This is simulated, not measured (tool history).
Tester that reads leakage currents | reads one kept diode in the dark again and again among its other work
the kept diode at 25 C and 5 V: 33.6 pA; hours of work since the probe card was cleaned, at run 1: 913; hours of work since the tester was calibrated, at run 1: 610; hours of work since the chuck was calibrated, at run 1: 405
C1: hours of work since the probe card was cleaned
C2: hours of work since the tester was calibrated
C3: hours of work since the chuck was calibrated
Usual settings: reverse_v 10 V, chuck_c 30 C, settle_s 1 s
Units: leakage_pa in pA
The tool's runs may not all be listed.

run 1 hour=0 | reverse_v=10 chuck_c=30 settle_s=1 | C1=913 C2=610 C3=405 | leakage_pa=74.98
run 2 hour=35.9 | reverse_v=10 chuck_c=30 settle_s=1 | C1=942 C2=638 C3=433 | leakage_pa=75.13
run 3 hour=67.7 | reverse_v=10 chuck_c=30 settle_s=1 | C1=967 C2=663 C3=458 | leakage_pa=75.41
run 4 hour=88.4 | reverse_v=10 chuck_c=32 settle_s=1 | C1=983 C2=679 C3=475 | leakage_pa=88.07
run 5 hour=129.9 | reverse_v=7.7 chuck_c=30 settle_s=1 | C1=1016 C2=712 C3=508 | leakage_pa=67.84
run 6 hour=173.8 | reverse_v=10 chuck_c=30 settle_s=1 | C1=1051 C2=747 C3=542 | leakage_pa=76.27
run 7 hour=214.6 | reverse_v=10 chuck_c=30 settle_s=1 | C1=1083 C2=779 C3=575 | leakage_pa=76.75
run 8 hour=255.2 | reverse_v=10 chuck_c=26 settle_s=1 | C1=1115 C2=811 C3=607 | leakage_pa=56.93
run 9 hour=279.5 | reverse_v=10 chuck_c=26 settle_s=1 | C1=1134 C2=831 C3=626 | leakage_pa=56.86
run 10 hour=313.1 | reverse_v=10 chuck_c=26 settle_s=1 | C1=1161 C2=857 C3=653 | leakage_pa=57.42
run 11 hour=354 | reverse_v=10 chuck_c=26 settle_s=1 | C1=1193 C2=889 C3=685 | leakage_pa=57.78
-- hour=370.9 chuck's temperature calibrated
run 12 hour=378.3 | reverse_v=10 chuck_c=30 settle_s=1 | C1=1211 C2=907 C3=6 | leakage_pa=72.43
run 13 hour=400.8 | reverse_v=10 chuck_c=30 settle_s=1 | C1=1229 C2=925 C3=24 | leakage_pa=72.74
run 14 hour=422.2 | reverse_v=10 chuck_c=30 settle_s=1 | C1=1246 C2=942 C3=41 | leakage_pa=72.93
run 15 hour=441.8 | reverse_v=10 chuck_c=30 settle_s=1 | C1=1261 C2=957 C3=56 | leakage_pa=73.12
run 16 hour=475.2 | reverse_v=10 chuck_c=30 settle_s=1 | C1=1287 C2=984 C3=82 | leakage_pa=73.21
run 17 hour=498.4 | reverse_v=10 chuck_c=30 settle_s=1 | C1=1306 C2=1002 C3=101 | leakage_pa=73.88
run 18 hour=525.4 | reverse_v=10 chuck_c=30 settle_s=1 | C1=1327 C2=1023 C3=122 | leakage_pa=74.14
run 19 hour=560.4 | reverse_v=10 chuck_c=30 settle_s=1 | C1=1355 C2=1051 C3=150 | leakage_pa=74
run 20 hour=606.1 | reverse_v=8.7 chuck_c=30 settle_s=1 | C1=1391 C2=1087 C3=186 | leakage_pa=70.4
run 21 hour=645.2 | reverse_v=1.4 chuck_c=58 settle_s=0.67 | C1=1422 C2=1118 C3=217 | leakage_pa=266.26
run 22 hour=685.3 | reverse_v=1.4 chuck_c=58 settle_s=0.67 | C1=1454 C2=1150 C3=249 | leakage_pa=267.95
run 23 hour=705.9 | reverse_v=6.8 chuck_c=58 settle_s=0.79 | C1=1470 C2=1166 C3=265 | leakage_pa=498.72
run 24 hour=742.3 | reverse_v=2.5 chuck_c=44 settle_s=8.47 | C1=1499 C2=1195 C3=294 | leakage_pa=123.48
run 25 hour=778.4 | reverse_v=2.5 chuck_c=44 settle_s=8.47 | C1=1527 C2=1223 C3=322 | leakage_pa=124.14
run 26 hour=812.9 | reverse_v=2.5 chuck_c=44 settle_s=8.47 | C1=1554 C2=1251 C3=350 | leakage_pa=124.25
run 27 hour=853 | reverse_v=11.8 chuck_c=30 settle_s=1 | C1=1586 C2=1282 C3=381 | leakage_pa=83.42
run 28 hour=895.7 | reverse_v=11.8 chuck_c=25 settle_s=3.09 | C1=1620 C2=1316 C3=415 | leakage_pa=56.85
run 29 hour=940.7 | reverse_v=4.2 chuck_c=24 settle_s=3.09 | C1=1655 C2=1352 C3=451 | leakage_pa=33.02
run 30 hour=983.1 | reverse_v=1 chuck_c=48 settle_s=3.09 | C1=1689 C2=1385 C3=484 | leakage_pa=118.4
run 31 hour=1015.1 | reverse_v=1 chuck_c=48 settle_s=3.09 | C1=1714 C2=1411 C3=509 | leakage_pa=118.75
run 32 hour=1058.1 | reverse_v=10 chuck_c=38 settle_s=1.83 | C1=1748 C2=1444 C3=543 | leakage_pa=143.38
run 33 hour=1085.3 | reverse_v=7.3 chuck_c=38 settle_s=0.96 | C1=1770 C2=1466 C3=565 | leakage_pa=127.1
run 34 hour=1131 | reverse_v=4.6 chuck_c=24 settle_s=0.96 | C1=1806 C2=1502 C3=601 | leakage_pa=35.85
run 35 hour=1163.5 | reverse_v=1.8 chuck_c=33 settle_s=0.87 | C1=1832 C2=1528 C3=627 | leakage_pa=49.31
run 36 hour=1197.1 | reverse_v=3.9 chuck_c=33 settle_s=0.87 | C1=1858 C2=1554 C3=653 | leakage_pa=67.82
run 37 hour=1228.2 | reverse_v=3.9 chuck_c=33 settle_s=0.87 | C1=1883 C2=1579 C3=678 | leakage_pa=67.41
-- hour=1257.5 chuck's temperature calibrated
run 38 hour=1271.4 | reverse_v=3.9 chuck_c=33 settle_s=0.87 | C1=1915 C2=1612 C3=11 | leakage_pa=62.61
run 39 hour=1312.8 | reverse_v=15.7 chuck_c=53 settle_s=2.81 | C1=1948 C2=1644 C3=44 | leakage_pa=480.88

Forecast each of these 4 alternatives for the next run:
run A hour=1359 | reverse_v=15.7 chuck_c=47 settle_s=0.65 | C1=1985 C2=1681 C3=80 | leakage_pa=?
run B hour=1359 | reverse_v=1.1 chuck_c=30 settle_s=1 | C1=1985 C2=1681 C3=80 | leakage_pa=?
run C hour=1359 | reverse_v=1.7 chuck_c=46 settle_s=1.13 | C1=1985 C2=1681 C3=80 | leakage_pa=?
run D hour=1359 | reverse_v=3.3 chuck_c=27 settle_s=0.36 | C1=1985 C2=1681 C3=80 | leakage_pa=?

run=A leakage_pa=316.5
run=B leakage_pa=29.31
run=C leakage_pa=119.58
run=D leakage_pa=37.64
Without the tool's hidden state the same runs would have given:
run=A leakage_pa=304.55
run=B leakage_pa=28.38
run=C leakage_pa=117.59
run=D leakage_pa=35.3
